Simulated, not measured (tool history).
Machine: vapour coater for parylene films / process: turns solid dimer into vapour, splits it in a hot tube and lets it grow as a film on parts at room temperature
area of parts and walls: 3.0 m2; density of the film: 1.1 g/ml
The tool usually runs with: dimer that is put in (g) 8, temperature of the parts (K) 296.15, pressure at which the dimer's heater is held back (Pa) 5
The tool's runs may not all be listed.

| run | hour | dimer that is put in (g) | temperature of the parts (K) | pressure at which the dimer's heater is held back (Pa) | thickness of the film (um) |
|---|---|---|---|---|---|
| 1 | 0 | 8 | 296.15 | 5 | 1.16 |
| 2 | 17.9 | 8 | 296.15 | 5 | 1.17 |
| 3 | 41.8 | 8 | 296.15 | 3.49 | 1.2 |
| 4 | 60.5 | 8 | 296.15 | 3.49 | 1.2 |
| 5 | 83.3 | 8 | 296.15 | 3.49 | 1.21 |
| 6 | 107.6 | 8 | 296.15 | 3.49 | 1.23 |
| 7 | 131.8 | 8 | 296.15 | 2.05 | 1.28 |
| 8 | 160.1 | 11 | 302.15 | 2.31 | 1.43 |
| 9 | 194.7 | 8 | 295.15 | 8.52 | 1.13 |
| 10 | 221.9 | 5 | 295.15 | 8.52 | 0.73 |
| 11 | 247.8 | 10 | 291.15 | 3.44 | 1.71 |
|  | 265.7 | trap's valve overhauled |
| 12 | 286.2 | 11 | 294.15 | 3.44 | 1.75 |

What if the next run were any one of these 5? Each begins from the tool's condition after run 12:
| A | 301 | 8 | 289.15 | 2.75 | ? |
| B | 301 | 8 | 292.15 | 3.49 | ? |
| C | 301 | 7 | 299.15 | 5 | ? |
| D | 301 | 8 | 296.15 | 8.81 | ? |
| E | 301 | 8 | 294.15 | 5.72 | ? |

| run | thickness of the film (um) |
|---|---|
| A | 1.49 |
| B | 1.35 |
| C | 0.95 |
| D | 1.11 |
| E | 1.21 |
Without the tool's unlogged condition, the same runs would have read:
| run | thickness of the film (um) |
|---|---|
| A | 1.49 |
| B | 1.35 |
| C | 0.95 |
| D | 1.11 |
| E | 1.21 |
